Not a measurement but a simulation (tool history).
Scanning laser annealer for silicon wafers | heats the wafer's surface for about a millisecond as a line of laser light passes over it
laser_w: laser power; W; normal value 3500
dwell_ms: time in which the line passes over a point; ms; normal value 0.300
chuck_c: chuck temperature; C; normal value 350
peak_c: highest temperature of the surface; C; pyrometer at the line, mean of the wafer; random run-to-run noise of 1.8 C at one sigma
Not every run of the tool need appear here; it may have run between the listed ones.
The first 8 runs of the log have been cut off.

run	hour	laser_w	dwell_ms	chuck_c	hours of work since the window was cleaned	hours of work since the power meter was calibrated	hours of work since the optics were aligned	peak_c
9	56.0	3500	0.254	350	336	95	979	1096
# hour 67.4: optics aligned, line set to its width
10	67.4	3500	0.254	350	340	99	0	1102
11	72.2	3500	0.254	350	343	102	3	1102
12	79.3	3500	0.254	372	347	106	8	1120
13	86.4	3500	0.254	372	352	111	12	1122
14	94.6	3500	0.254	372	357	116	17	1123
15	99.7	3500	0.254	323	360	119	20	1074
16	106.8	3500	0.273	350	365	124	25	1124
17	113.8	3500	0.319	350	369	128	29	1174
18	122.4	3500	0.319	350	374	134	35	1178
19	127.7	3500	0.300	350	378	137	38	1158
20	134.8	3500	0.300	350	382	141	43	1154
21	144.0	3500	0.300	350	388	147	48	1154
22	149.0	3154	0.298	312	391	150	52	1042
23	156.7	3154	0.298	312	396	155	57	1040
24	160.8	3035	0.253	335	399	158	59	991
# hour 164.3: laser's power meter calibrated
25	171.6	3730	0.239	327	404	5	64	1097
26	179.3	3730	0.239	327	409	9	69	1096
27	186.7	3730	0.374	352	413	14	74	1282
28	190.6	3500	0.300	338	416	17	76	1138
29	199.9	3230	0.300	350	422	22	82	1091

For run 30, what comes out?
30	205.8	3230	0.300	350	425	26	86	?

peak_c: 1092 C
Minus the tool's unlogged condition, the same run would have read peak_c 1121 C.

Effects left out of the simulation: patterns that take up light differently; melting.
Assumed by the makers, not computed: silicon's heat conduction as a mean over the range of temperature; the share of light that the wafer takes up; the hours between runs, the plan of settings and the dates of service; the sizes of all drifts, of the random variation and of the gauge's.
